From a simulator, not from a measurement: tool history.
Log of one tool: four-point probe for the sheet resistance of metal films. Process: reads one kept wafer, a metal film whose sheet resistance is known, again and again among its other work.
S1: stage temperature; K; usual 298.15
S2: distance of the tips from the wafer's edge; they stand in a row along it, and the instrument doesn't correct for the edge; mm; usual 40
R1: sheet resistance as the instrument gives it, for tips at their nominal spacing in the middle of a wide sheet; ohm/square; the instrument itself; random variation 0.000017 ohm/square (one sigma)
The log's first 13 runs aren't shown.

run    hour      S1  S2        R1
 14   840.2  298.15  40  0.082895
 15   914.3  298.15  40  0.082842
 16   984.4  298.15  36  0.082828
 17  1066.9  292.15   4  0.083496
 18  1108.2  292.15   4  0.083419
 19    1194  298.15  39  0.082759
 20  1286.1  293.15   9  0.082579
 21  1354.3  298.15  43  0.082701
 22  1408.8  301.15   6  0.083395
 23  1470.8  301.15   6  0.083357
 24  1527.6  297.15   6  0.083055
 25  1623.2  307.15   4  0.084367
 26  1685.8  301.15   8  0.083043
 27  1734.7  303.15  18   0.08299
 28  1793.2  303.15  18  0.082935
 29  1873.2  303.15  18  0.082907
 30  1962.5  303.15  22  0.082856

4 ways to go on from here, each from the tool as it stands after run 30. What would each give?
  A  2002.4  298.15   5   ?
  B  2002.4  296.15  22   ?
  C  2002.4  305.15  32   ?
  D  2002.4  296.15  22   ?

run        R1
  A  0.083174
  B  0.082375
  C  0.082968
  D  0.082354
Without the tool's hidden state the same runs would have given:
run        R1
  A  0.084056
  B   0.08325
  C  0.083847
  D  0.083228
